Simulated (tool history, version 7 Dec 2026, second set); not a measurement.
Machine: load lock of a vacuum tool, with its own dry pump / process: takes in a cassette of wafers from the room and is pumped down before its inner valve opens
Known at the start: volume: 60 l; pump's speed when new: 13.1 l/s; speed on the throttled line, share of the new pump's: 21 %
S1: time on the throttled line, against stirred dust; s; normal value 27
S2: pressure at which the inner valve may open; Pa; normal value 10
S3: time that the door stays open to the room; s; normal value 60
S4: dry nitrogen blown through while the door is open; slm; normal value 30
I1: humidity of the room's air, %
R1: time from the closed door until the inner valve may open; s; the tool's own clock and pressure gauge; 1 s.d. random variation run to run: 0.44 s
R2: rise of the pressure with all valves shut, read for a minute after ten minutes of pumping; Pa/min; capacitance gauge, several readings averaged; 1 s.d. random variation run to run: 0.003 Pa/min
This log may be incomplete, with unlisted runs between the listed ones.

run 1 hour=0.0 | S1=27 S2=10 S3=60 S4=30 | I1=42.8 | R1=64.9 R2=0.093
run 2 hour=560.1 | S1=27 S2=10 S3=60 S4=30 | I1=47.6 | R1=65.2 R2=0.111
run 3 hour=939.1 | S1=27 S2=10 S3=60 S4=30 | I1=45.6 | R1=65.8 R2=0.106
run 4 hour=1447.3 | S1=27 S2=10 S3=60 S4=30 | I1=46.4 | R1=65.6 R2=0.117
run 5 hour=1966.9 | S1=27 S2=10 S3=60 S4=30 | I1=47.4 | R1=66.3 R2=0.123
run 6 hour=2531.9 | S1=27 S2=10 S3=60 S4=30 | I1=43.9 | R1=66.0 R2=0.137
run 7 hour=2941.5 | S1=34 S2=10 S3=60 S4=30 | I1=47.9 | R1=72.1 R2=0.143
run 8 hour=3516.2 | S1=34 S2=10 S3=60 S4=30 | I1=43.2 | R1=71.7 R2=0.150
run 9 hour=3774.7 | S1=34 S2=10 S3=60 S4=30 | I1=44.2 | R1=71.4 R2=0.156
run 10 hour=4201.5 | S1=31 S2=10 S3=211 S4=30 | I1=42.6 | R1=69.9 R2=0.178
run 11 hour=4784.8 | S1=31 S2=10 S3=211 S4=30 | I1=41.1 | R1=69.6 R2=0.197
run 12 hour=5404.5 | S1=26 S2=14 S3=60 S4=8 | I1=48.8 | R1=65.1 R2=0.197
run 13 hour=5922.0 | S1=20 S2=15 S3=90 S4=7 | I1=43.0 | R1=60.1 R2=0.223
run 14 hour=6313.5 | S1=48 S2=17 S3=54 S4=7 | I1=46.2 | R1=80.7 R2=0.224
run 15 hour=6615.6 | S1=25 S2=14 S3=126 S4=5 | I1=43.6 | R1=63.5 R2=0.258
run 16 hour=7105.1 | S1=25 S2=14 S3=126 S4=5 | I1=46.7 | R1=64.5 R2=0.255
run 17 hour=7462.5 | S1=25 S2=14 S3=126 S4=5 | I1=45.2 | R1=64.1 R2=0.269

Below are 3 alternative next runs, each starting from the tool's condition after run 17. Predict each:
run A hour=7768.3 | S1=25 S2=8 S3=126 S4=5 | I1=45.7 | R1=? R2=?
run B hour=7768.3 | S1=27 S2=10 S3=35 S4=30 | I1=43.3 | R1=? R2=?
run C hour=7768.3 | S1=27 S2=9 S3=169 S4=5 | I1=45.9 | R1=? R2=?

run=A R1=68.3 R2=0.278
run=B R1=67.8 R2=0.238
run=C R1=69.3 R2=0.285
Without the tool's hidden state the same runs would have given:
run=A R1=64.1 R2=0.060
run=B R1=63.9 R2=0.021
run=C R1=65.3 R2=0.070
